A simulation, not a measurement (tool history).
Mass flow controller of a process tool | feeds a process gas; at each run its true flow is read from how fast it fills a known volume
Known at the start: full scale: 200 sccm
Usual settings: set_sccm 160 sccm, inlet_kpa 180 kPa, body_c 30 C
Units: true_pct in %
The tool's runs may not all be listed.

run	hour	set_sccm	inlet_kpa	body_c	true_pct
1	0	160	180	30	100.1
2	183.5	160	180	30	100.13
3	329.8	160	180	30	100
4	507.8	160	180	30	99.89
5	648.4	61	180	30	99.14
6	787.8	160	180	23	99.32
7	930.1	160	180	23	99.43
8	1239.5	160	180	30	99.76
9	1402.3	160	180	30	99.65
10	1573.6	160	180	30	99.72
11	1774.2	160	180	30	99.59
# hour 1791.7: controller's zero set anew
12	1992.5	160	180	30	99.43
# hour 2297.3: controller's zero set anew, once more
13	2300	106	180	30	99.54
14	2497.3	106	180	30	99.43
15	2623.5	106	180	30	99.57
16	2839	87	180	31	99.43
17	3131.5	160	148	20	99.08
18	3321.4	160	148	20	99.14
19	3599	160	148	20	99.02
20	3813.8	104	142	32	99.58
21	4026.1	104	142	32	99.38
22	4329.9	164	256	32	99.23
23	4516.5	164	256	32	99.24
24	4794.2	37	180	21	97.01
25	4955.8	37	180	21	97.07
26	5160.2	102	170	30	98.82
27	5404.4	102	170	30	98.83
28	5667.9	68	162	30	98.36
29	5903.5	170	165	25	98.97
30	6154.9	170	165	25	98.69

Hidden state or all else? Some run-to-run changes of true_pct, split into what the settings, what came in and random variation would give without the hidden state, and what is left for the hidden state (with any gauge scatter that isn't in both results):
The hidden state here: flow at rest that the sensor doesn't see, % of full scale; true flow over the shown one, %; drift of the gauge itself on true_pct, %.
Run 4 -> 5: set_sccm 160 -> 61. true_pct -0.75 %: hidden state -0.28, all else -0.47.
Run 23 -> 24: set_sccm 164 -> 37, inlet_kpa 256 -> 180, body_c 32 -> 21. true_pct -2.23 %: hidden state -1.11, all else -1.12.
Run 25 -> 26: set_sccm 37 -> 102, inlet_kpa 180 -> 170, body_c 21 -> 30. true_pct +1.75 %: hidden state +0.86, all else +0.89.
Run 28 -> 29: set_sccm 68 -> 170, inlet_kpa 162 -> 165, body_c 30 -> 25. true_pct +0.61 %: hidden state +0.53, all else +0.08.
